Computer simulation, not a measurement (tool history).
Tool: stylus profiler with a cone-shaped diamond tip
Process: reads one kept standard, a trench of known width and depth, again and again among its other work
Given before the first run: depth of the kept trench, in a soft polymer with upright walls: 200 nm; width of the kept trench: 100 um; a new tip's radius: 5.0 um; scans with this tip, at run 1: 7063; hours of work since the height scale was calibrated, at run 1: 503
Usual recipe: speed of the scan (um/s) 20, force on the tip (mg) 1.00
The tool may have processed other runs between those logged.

run,day,speed of the scan (um/s),force on the tip (mg),scans with this tip,hours of work since the height scale was calibrated,depth of the trench (angstrom),width of the trench's floor (nm)
1,0.000,20,1.00,7063,503,2007.1,96340
2,4.929,20,1.00,7733,551,2006.9,96340
3,9.467,20,1.00,8350,595,2006.5,96330
4,13.008,20,1.00,8831,629,2005.6,96280
5,15.788,20,1.00,9209,656,2005.8,96260
6,20.662,20,1.00,9871,704,2006.9,96210
# day 21.496: new tip fitted, height scale calibrated
7,23.142,20,1.00,224,16,2011.3,97030
8,27.704,20,1.00,844,60,2010.5,96970
9,32.196,20,1.00,1455,104,2009.3,96890
10,36.500,20,1.00,2039,145,2008.9,96890
11,39.504,20,1.00,2448,174,2009.0,96840
12,44.183,20,1.00,3083,220,2009.0,96750
13,49.333,20,1.00,3784,270,2007.7,96710
14,52.854,20,1.00,4262,304,2009.1,96690
15,57.221,20,0.73,4855,346,2005.1,96640
16,61.992,20,0.73,5504,392,2007.3,96540
17,67.058,20,0.73,6192,441,2004.7,96500
18,71.933,20,0.73,6855,489,2007.5,96500
19,75.642,31,1.00,7359,524,2006.5,96390
20,79.633,20,2.37,7901,563,2014.8,96460
21,82.696,14,1.11,8317,593,2006.0,96410
22,85.250,43,0.57,8664,618,2003.3,96130
23,88.908,32,2.58,9162,653,2015.1,96330
24,91.454,9,0.47,9508,678,2001.0,96340
# day 94.804: new tip fitted, height scale calibrated
25,96.350,9,0.47,210,15,2007.1,97160
26,98.550,33,1.03,509,36,2010.7,96940
27,102.504,33,1.03,1046,75,2010.0,96940
28,105.779,13,1.82,1491,106,2013.0,97030
29,110.267,9,0.97,2101,150,2009.8,96910
30,113.958,28,1.27,2603,186,2010.0,96890
31,116.129,57,0.88,2898,207,2008.4,96550
32,118.612,28,1.21,3235,231,2009.8,96800
33,123.742,50,2.63,3933,280,2017.1,96640
34,128.017,50,2.63,4513,322,2018.7,96690
35,130.092,50,2.63,4795,342,2017.1,96570
36,133.550,77,0.35,5265,375,2000.7,95920
37,135.646,77,0.35,5550,396,2002.5,95930
38,139.354,12,0.35,6054,432,2001.6,96590
39,144.067,12,0.60,6695,477,2004.2,96600

Predict each of these 4 candidate next runs independently; none follows another, all start after run 39:
A,147.675,25,0.40,7185,512,?,?
B,147.675,14,2.78,7185,512,?,?
C,147.675,69,2.17,7185,512,?,?
D,147.675,60,1.00,7185,512,?,?

run,depth of the trench (angstrom),width of the trench's floor (nm)
A,2000.4,96350
B,2015.8,96560
C,2012.3,96240
D,2003.9,96250
Take away the tool's hidden state, keep each run's random variation, and the runs would have read:
run,depth of the trench (angstrom),width of the trench's floor (nm)
A,2005.2,96920
B,2020.7,97130
C,2017.2,96810
D,2008.8,96820
